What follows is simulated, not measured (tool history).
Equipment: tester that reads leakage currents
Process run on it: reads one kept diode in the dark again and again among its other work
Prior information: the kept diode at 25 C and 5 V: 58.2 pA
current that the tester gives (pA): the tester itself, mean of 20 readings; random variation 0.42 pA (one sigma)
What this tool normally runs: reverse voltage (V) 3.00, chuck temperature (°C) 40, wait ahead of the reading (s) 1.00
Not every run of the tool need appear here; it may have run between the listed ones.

run	hour	reverse voltage (V)	chuck temperature (°C)	wait ahead of the reading (s)	current that the tester gives (pA)
1	0.0	3.00	40	1.00	128.79
# hour 112.1: chuck's temperature calibrated
2	160.8	3.00	40	5.43	139.08
3	407.4	3.00	40	5.43	138.86
4	545.3	3.00	40	1.00	139.09
5	753.5	3.00	40	1.00	138.15
6	915.3	1.24	40	1.00	103.51
7	1083.3	7.25	40	1.00	183.70
8	1321.1	3.00	40	1.00	136.47
9	1511.9	3.00	29	1.00	65.44
# hour 1584.8: tester calibrated
10	1756.4	15.08	38	5.09	202.97
11	2011.1	1.65	35	1.00	79.40
12	2121.8	3.00	20	7.55	34.33

For run 13, what comes out?
13	2252.7	3.00	20	7.55	?

current that the tester gives (pA): 34.35
Without the tool's hidden state the same run would have given current that the tester gives (pA) 34.52.
